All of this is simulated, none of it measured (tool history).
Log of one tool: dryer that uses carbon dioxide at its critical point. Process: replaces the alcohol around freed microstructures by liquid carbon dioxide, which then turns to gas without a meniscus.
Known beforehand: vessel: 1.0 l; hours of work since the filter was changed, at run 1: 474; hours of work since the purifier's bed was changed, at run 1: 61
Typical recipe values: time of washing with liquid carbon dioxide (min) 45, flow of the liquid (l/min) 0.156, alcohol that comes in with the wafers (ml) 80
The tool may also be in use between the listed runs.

run,hour,time of washing with liquid carbon dioxide (min),flow of the liquid (l/min),alcohol that comes in with the wafers (ml),hours of work since the filter was changed,hours of work since the purifier's bed was changed,alcohol left in the vessel before it's heated (ppm by volume)
1,0.0,45,0.156,80,474,61,264
2,28.8,38,0.156,80,485,73,626
3,50.4,38,0.156,80,494,82,627
4,76.0,45,0.156,80,505,92,271
5,104.7,37,0.156,80,516,104,746
# hour 136.3: inlet filter changed
6,136.7,45,0.156,80,0,116,169
7,156.6,45,0.156,80,8,124,184
8,183.6,45,0.156,80,19,135,178
9,215.4,45,0.156,80,32,148,197
10,255.2,45,0.156,80,48,164,188
11,289.4,45,0.156,80,62,178,189
12,311.4,45,0.156,80,71,187,198
13,352.3,45,0.156,80,87,204,194
14,370.9,45,0.156,80,95,211,198
15,407.5,45,0.105,80,110,226,1509
16,437.8,45,0.156,80,122,238,212
17,474.0,45,0.156,61,137,253,171
18,510.6,45,0.139,61,152,268,319
19,531.8,45,0.139,61,160,276,342
20,560.0,45,0.139,61,172,288,329
21,578.1,45,0.139,61,179,295,331
22,616.5,45,0.161,108,194,311,266
23,655.7,45,0.161,108,210,327,263
24,681.4,45,0.103,108,221,337,2312
25,711.9,42,0.096,80,233,349,2937
26,736.2,47,0.206,20,243,359,52
27,764.2,36,0.161,73,254,370,560
28,798.2,36,0.170,87,268,384,509
29,818.8,45,0.156,56,276,393,186
30,841.7,28,0.120,59,286,402,3689
31,861.8,59,0.156,78,294,410,90
32,894.5,35,0.120,80,307,423,2412
33,911.2,33,0.156,80,314,430,1120
34,944.0,45,0.166,37,327,443,131
35,968.6,41,0.182,55,337,453,159
36,985.8,64,0.227,55,344,460,55
37,1021.2,64,0.227,20,358,475,58
38,1061.1,69,0.215,51,375,491,69

For run 39, what comes out?
39,1080.8,69,0.244,62,383,499,?

Run 39 gave alcohol left in the vessel before it's heated (ppm by volume) 72.
Without the tool's hidden state the same run would have given alcohol left in the vessel before it's heated (ppm by volume) 11.
